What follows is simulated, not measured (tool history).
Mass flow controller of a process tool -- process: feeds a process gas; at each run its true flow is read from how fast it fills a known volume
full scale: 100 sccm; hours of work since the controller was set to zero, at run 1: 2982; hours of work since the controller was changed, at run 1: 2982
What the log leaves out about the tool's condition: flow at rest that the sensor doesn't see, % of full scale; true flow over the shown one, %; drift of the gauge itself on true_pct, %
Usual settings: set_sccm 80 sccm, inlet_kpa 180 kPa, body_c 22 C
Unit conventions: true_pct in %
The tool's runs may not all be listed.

run	hour	set_sccm	inlet_kpa	body_c	hours of work since the controller was set to zero	hours of work since the controller was changed	true_pct
1	0	80	180	22	2982	2982	98.32
2	52.4	80	180	22	3019	3019	98.2
3	160.1	16	180	22	3095	3095	97.58
4	206	16	180	27	3127	3127	97.89
5	295	16	180	27	3190	3190	97.9
6	367.7	80	180	22	3241	3241	98.24
7	416.2	80	180	22	3275	3275	98.13
8	502.5	80	180	22	3336	3336	98.06
9	553.2	80	274	22	3371	3371	97.64
10	661.3	80	274	22	3447	3447	97.74
11	749	80	274	22	3509	3509	97.56
12	819.7	80	180	22	3559	3559	98.19
13	901.4	80	180	22	3616	3616	98.06
14	989.5	24	180	22	3678	3678	97.24
15	1034.7	80	180	22	3710	3710	97.98
16	1104.1	80	180	22	3759	3759	97.88
17	1163.7	80	180	22	3801	3801	97.87
18	1250.9	80	180	32	3862	3862	98.4
19	1296.6	80	180	24	3894	3894	97.95
20	1396.8	80	180	24	3965	3965	97.92
21	1454.5	80	180	24	4005	4005	97.93
22	1562.5	16	180	22	4081	4081	97.77
23	1623.1	80	191	22	4124	4124	97.75
24	1681.2	80	161	22	4165	4165	97.85
25	1784.4	80	161	22	4237	4237	97.68
26	1873.3	80	161	22	4300	4300	97.67
27	1967.8	16	267	22	4366	4366	97.27
28	2062.2	27	201	23	4432	4432	97
29	2160.1	28	175	34	4501	4501	97.69
30	2253.1	12	180	33	4567	4567	98.95
31	2312.1	15	180	31	4608	4608	98.26
32	2373.9	93	211	26	4652	4652	98.06
33	2428.2	19	179	30	4690	4690	97.91
34	2504.1	86	188	20	4743	4743	97.4
35	2606.7	80	180	26	4815	4815	97.68
36	2709	24	189	29	4887	4887	97.43
37	2754.8	20	180	22	4920	4920	97.22
38	2819.6	18	169	31	4965	4965	97.98
39	2886.7	18	169	31	5012	5012	98.03
40	2945.3	18	237	21	5053	5053	97.09
41	3015	13	254	34	5102	5102	98.46
42	3091.1	13	254	34	5156	5156	98.56
43	3160.5	71	254	24	5205	5205	97.03
44	3241.8	71	254	24	5262	5262	96.89
45	3302.5	71	254	24	5305	5305	96.93
46	3366.3	71	254	24	5349	5349	96.89
47	3440.4	80	180	34	5402	5402	97.97
48	3519.4	60	237	24	5457	5457	96.76
49	3605.5	17	252	25	5518	5518	97.38

Forecast each of these 3 alternatives for the next run:
A	3671.7	66	252	30	5564	5564	?
B	3671.7	25	252	39	5564	5564	?
C	3671.7	17	149	25	5564	5564	?

run	true_pct
A	96.97
B	97.53
C	97.84
Stripped of hidden state, with their random variation kept, the same runs would have yielded:
run	true_pct
A	98.97
B	98.31
C	97.71
